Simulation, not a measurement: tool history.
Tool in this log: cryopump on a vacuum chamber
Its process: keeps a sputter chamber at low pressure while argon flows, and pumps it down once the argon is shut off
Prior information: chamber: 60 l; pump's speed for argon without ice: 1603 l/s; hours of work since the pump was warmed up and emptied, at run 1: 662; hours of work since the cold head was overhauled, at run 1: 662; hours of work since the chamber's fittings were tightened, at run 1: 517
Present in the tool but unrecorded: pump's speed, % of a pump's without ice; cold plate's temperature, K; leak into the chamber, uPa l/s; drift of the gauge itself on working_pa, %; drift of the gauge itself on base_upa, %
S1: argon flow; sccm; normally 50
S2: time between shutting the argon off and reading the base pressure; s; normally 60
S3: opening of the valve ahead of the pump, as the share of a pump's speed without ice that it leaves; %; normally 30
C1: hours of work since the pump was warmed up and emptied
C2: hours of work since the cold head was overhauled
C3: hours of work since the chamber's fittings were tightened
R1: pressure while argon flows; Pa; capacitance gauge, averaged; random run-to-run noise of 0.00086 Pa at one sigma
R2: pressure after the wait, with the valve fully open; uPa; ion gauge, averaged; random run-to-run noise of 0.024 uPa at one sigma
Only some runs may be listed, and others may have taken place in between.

run 1 hour=0.0 | S1=50 S2=60 S3=30 | C1=662 C2=662 C3=517 | R1=0.1852 R2=2.21
run 2 hour=41.7 | S1=50 S2=60 S3=30 | C1=692 C2=692 C3=547 | R1=0.1851 R2=2.21
run 3 hour=67.8 | S1=50 S2=60 S3=30 | C1=711 C2=711 C3=566 | R1=0.1836 R2=2.26
run 4 hour=85.7 | S1=50 S2=60 S3=16 | C1=724 C2=724 C3=579 | R1=0.3341 R2=2.35
run 5 hour=121.0 | S1=50 S2=60 S3=49 | C1=750 C2=750 C3=605 | R1=0.1151 R2=2.41
run 6 hour=146.9 | S1=50 S2=60 S3=49 | C1=768 C2=768 C3=624 | R1=0.1161 R2=2.42
run 7 hour=168.8 | S1=50 S2=60 S3=49 | C1=784 C2=784 C3=640 | R1=0.1160 R2=2.48
run 8 hour=201.2 | S1=50 S2=60 S3=49 | C1=808 C2=808 C3=663 | R1=0.1164 R2=2.55
run 9 hour=220.7 | S1=50 S2=60 S3=22 | C1=822 C2=822 C3=677 | R1=0.2510 R2=2.56
run 10 hour=253.5 | S1=50 S2=60 S3=30 | C1=846 C2=846 C3=701 | R1=0.1869 R2=2.61
run 11 hour=277.7 | S1=50 S2=60 S3=38 | C1=863 C2=863 C3=719 | R1=0.1479 R2=2.63
run 12 hour=299.0 | S1=50 S2=60 S3=38 | C1=879 C2=879 C3=734 | R1=0.1495 R2=2.77
run 13 hour=326.4 | S1=50 S2=60 S3=38 | C1=899 C2=899 C3=754 | R1=0.1498 R2=2.77
run 14 hour=365.5 | S1=64 S2=60 S3=30 | C1=927 C2=927 C3=782 | R1=0.2383 R2=2.85
run 15 hour=391.6 | S1=64 S2=60 S3=30 | C1=946 C2=946 C3=801 | R1=0.2386 R2=3.09
run 16 hour=409.2 | S1=64 S2=60 S3=30 | C1=959 C2=959 C3=814 | R1=0.2388 R2=2.94
run 17 hour=449.9 | S1=50 S2=60 S3=30 | C1=988 C2=988 C3=844 | R1=0.1877 R2=3.08
run 18 hour=468.2 | S1=50 S2=124 S3=19 | C1=1002 C2=1002 C3=857 | R1=0.2899 R2=2.73
run 19 hour=509.8 | S1=50 S2=124 S3=19 | C1=1032 C2=1032 C3=887 | R1=0.2924 R2=2.87
run 20 hour=529.5 | S1=32 S2=75 S3=22 | C1=1046 C2=1046 C3=902 | R1=0.1628 R2=3.05
run 21 hour=560.9 | S1=88 S2=107 S3=30 | C1=1069 C2=1069 C3=924 | R1=0.3337 R2=3.05
run 22 hour=582.6 | S1=88 S2=107 S3=30 | C1=1085 C2=1085 C3=940 | R1=0.3318 R2=2.99
run 23 hour=618.2 | S1=88 S2=107 S3=30 | C1=1111 C2=1111 C3=966 | R1=0.3358 R2=3.24
run 24 hour=655.6 | S1=88 S2=56 S3=26 | C1=1138 C2=1138 C3=993 | R1=0.3821 R2=3.68
run 25 hour=691.5 | S1=88 S2=56 S3=35 | C1=1164 C2=1164 C3=1019 | R1=0.2906 R2=3.64
-- hour=731.7 pump warmed up, emptied and cooled again
run 26 hour=732.2 | S1=33 S2=22 S3=38 | C1=0 C2=1190 C3=1045 | R1=0.0911 R2=4.17
run 27 hour=755.9 | S1=21 S2=195 S3=37 | C1=18 C2=1207 C3=1062 | R1=0.0599 R2=2.67
-- hour=761.5 leaking fittings of the chamber tightened, without venting
run 28 hour=796.9 | S1=21 S2=195 S3=37 | C1=46 C2=1235 C3=26 | R1=0.0605 R2=0.48
run 29 hour=823.2 | S1=21 S2=195 S3=37 | C1=65 C2=1254 C3=45 | R1=0.0601 R2=0.48
run 30 hour=864.9 | S1=40 S2=155 S3=30 | C1=95 C2=1285 C3=75 | R1=0.1421 R2=0.63
run 31 hour=891.7 | S1=37 S2=176 S3=30 | C1=115 C2=1304 C3=95 | R1=0.1304 R2=0.61
run 32 hour=932.9 | S1=37 S2=176 S3=30 | C1=145 C2=1334 C3=125 | R1=0.1323 R2=0.72
run 33 hour=974.7 | S1=65 S2=62 S3=30 | C1=175 C2=1365 C3=155 | R1=0.2328 R2=1.26
run 34 hour=999.1 | S1=87 S2=62 S3=46 | C1=193 C2=1382 C3=173 | R1=0.2044 R2=1.28

Below are 3 alternative next runs, each starting from the tool's condition after run 34. Predict each:
run A hour=1041.0 | S1=79 S2=60 S3=30 | C1=223 C2=1413 C3=203 | R1=? R2=?
run B hour=1041.0 | S1=32 S2=60 S3=20 | C1=223 C2=1413 C3=203 | R1=? R2=?
run C hour=1041.0 | S1=87 S2=108 S3=46 | C1=223 C2=1413 C3=203 | R1=? R2=?

run=A R1=0.2791 R2=1.35
run=B R1=0.1694 R2=1.32
run=C R1=0.2048 R2=1.03
With no hidden state in the tool, these same runs would have given:
run=A R1=0.2744 R2=0.89
run=B R1=0.1675 R2=0.88
run=C R1=0.1996 R2=0.57
